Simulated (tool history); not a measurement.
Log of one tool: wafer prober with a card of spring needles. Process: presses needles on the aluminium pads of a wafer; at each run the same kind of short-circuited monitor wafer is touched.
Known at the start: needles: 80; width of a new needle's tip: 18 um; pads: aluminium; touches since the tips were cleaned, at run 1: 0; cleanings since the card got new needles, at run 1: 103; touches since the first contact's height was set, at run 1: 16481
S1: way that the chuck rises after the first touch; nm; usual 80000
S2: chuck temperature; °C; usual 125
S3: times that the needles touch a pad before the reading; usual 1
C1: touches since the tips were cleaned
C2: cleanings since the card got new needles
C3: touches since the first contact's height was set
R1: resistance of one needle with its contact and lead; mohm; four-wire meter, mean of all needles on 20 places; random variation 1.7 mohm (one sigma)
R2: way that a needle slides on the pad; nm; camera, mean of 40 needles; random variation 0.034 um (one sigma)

| run | hour | S1 | S2 | S3 | C1 | C2 | C3 | R1 | R2 |
|---|---|---|---|---|---|---|---|---|---|
| 1 | 0 | 80000 | 125 | 1 | 0 | 103 | 16481 | 168 | 14580 |
|  | 5.4 | tips cleaned on abrasive film |
|  | 10.7 | tips cleaned on abrasive film |
| 2 | 10.7 | 80000 | 125 | 1 | 0 | 105 | 22879 | 168 | 14580 |
|  | 16.2 | tips cleaned on abrasive film |
|  | 22 | tips cleaned on abrasive film |
| 3 | 26.8 | 80000 | 125 | 1 | 2902 | 107 | 32525 | 168 | 14610 |
|  | 28.2 | tips cleaned on abrasive film |
|  | 33.7 | tips cleaned on abrasive film |
| 4 | 36.9 | 80000 | 125 | 1 | 1953 | 109 | 38532 | 170 | 14550 |
|  | 39.1 | tips cleaned on abrasive film |
|  | 44.6 | tips cleaned on abrasive film |
|  | 50.1 | tips cleaned on abrasive film |
| 5 | 50.1 | 80000 | 125 | 1 | 0 | 112 | 46351 | 169 | 14600 |
|  | 55.1 | tips cleaned on abrasive film |
|  | 60.9 | tips cleaned on abrasive film |
| 6 | 64.9 | 80000 | 125 | 1 | 2388 | 114 | 55190 | 170 | 14590 |
|  | 67.2 | tips cleaned on abrasive film |
|  | 73 | tips cleaned on abrasive film |
| 7 | 76.8 | 80000 | 125 | 2 | 2299 | 116 | 62321 | 170 | 14570 |
|  | 79.3 | tips cleaned on abrasive film |
|  | 84.7 | tips cleaned on abrasive film |
| 8 | 86.8 | 80000 | 125 | 2 | 1295 | 118 | 68292 | 173 | 14590 |
|  | 90.2 | tips cleaned on abrasive film |
|  | 95.3 | tips cleaned on abrasive film |
|  | 101.1 | tips cleaned on abrasive film |
| 9 | 105 | 71000 | 125 | 2 | 2409 | 121 | 79163 | 174 | 12930 |
|  | 106.4 | tips cleaned on abrasive film |
|  | 111.7 | tips cleaned on abrasive film |
| 10 | 116.3 | 71000 | 125 | 2 | 2823 | 123 | 85901 | 172 | 12970 |
|  | 117.2 | tips cleaned on abrasive film |
|  | 122.6 | tips cleaned on abrasive film |
| 11 | 125.4 | 71000 | 125 | 2 | 1709 | 125 | 91277 | 177 | 12920 |
|  | 128.3 | tips cleaned on abrasive film |
|  | 133.9 | tips cleaned on abrasive film |
| 12 | 134.5 | 80000 | 125 | 1 | 338 | 127 | 96680 | 170 | 14560 |
|  | 139.8 | tips cleaned on abrasive film |
|  | 145.4 | tips cleaned on abrasive film |
| 13 | 150 | 80000 | 125 | 1 | 2831 | 129 | 106001 | 175 | 14620 |
|  | 151.4 | tips cleaned on abrasive film |
|  | 157.1 | tips cleaned on abrasive film |
| 14 | 159.5 | 80000 | 125 | 1 | 1425 | 131 | 111610 | 171 | 14580 |
|  | 163.3 | tips cleaned on abrasive film |
|  | 164.9 | height of the first contact set anew |
|  | 169 | tips cleaned on abrasive film |
| 15 | 173.4 | 80000 | 125 | 3 | 2659 | 133 | 5124 | 168 | 14610 |
|  | 174.3 | tips cleaned on abrasive film |
|  | 180.1 | tips cleaned on abrasive film |
|  | 185.2 | tips cleaned on abrasive film |
|  | 190.8 | tips cleaned on abrasive film |
| 16 | 190.8 | 86000 | 28 | 1 | 0 | 137 | 15408 | 154 | 15630 |
|  | 196.1 | tips cleaned on abrasive film |
| 17 | 199.1 | 86000 | 28 | 1 | 1790 | 138 | 20395 | 148 | 15730 |
|  | 202.2 | tips cleaned on abrasive film |
|  | 208.1 | tips cleaned on abrasive film |
| 18 | 209.7 | 86000 | 125 | 3 | 941 | 140 | 26700 | 172 | 15700 |
|  | 213.5 | tips cleaned on abrasive film |
|  | 219.6 | tips cleaned on abrasive film |
| 19 | 223 | 86000 | 125 | 3 | 2047 | 142 | 34658 | 169 | 15690 |
|  | 225.1 | tips cleaned on abrasive film |
|  | 231.2 | tips cleaned on abrasive film |
|  | 236.3 | tips cleaned on abrasive film |
| 20 | 238.7 | 84000 | 35 | 1 | 1444 | 145 | 44004 | 155 | 15290 |
|  | 242.1 | tips cleaned on abrasive film |
|  | 247.4 | tips cleaned on abrasive film |
| 21 | 249.5 | 84000 | 35 | 1 | 1296 | 147 | 50478 | 153 | 15340 |
|  | 253.2 | tips cleaned on abrasive film |
|  | 258.3 | tips cleaned on abrasive film |
| 22 | 260.8 | 84000 | 35 | 1 | 1470 | 149 | 57182 | 152 | 15330 |

Forecast run 23:
|  | 264.2 | tips cleaned on abrasive film |
|  | 269.5 | tips cleaned on abrasive film |
| 23 | 269.9 | 71000 | 35 | 1 | 244 | 151 | 62621 | ? | ? |

Run 23 gave R1 158 mohm, R2 12930 nm.
Without the tool's hidden state the same run would have given R1 157 mohm, R2 12940 nm.

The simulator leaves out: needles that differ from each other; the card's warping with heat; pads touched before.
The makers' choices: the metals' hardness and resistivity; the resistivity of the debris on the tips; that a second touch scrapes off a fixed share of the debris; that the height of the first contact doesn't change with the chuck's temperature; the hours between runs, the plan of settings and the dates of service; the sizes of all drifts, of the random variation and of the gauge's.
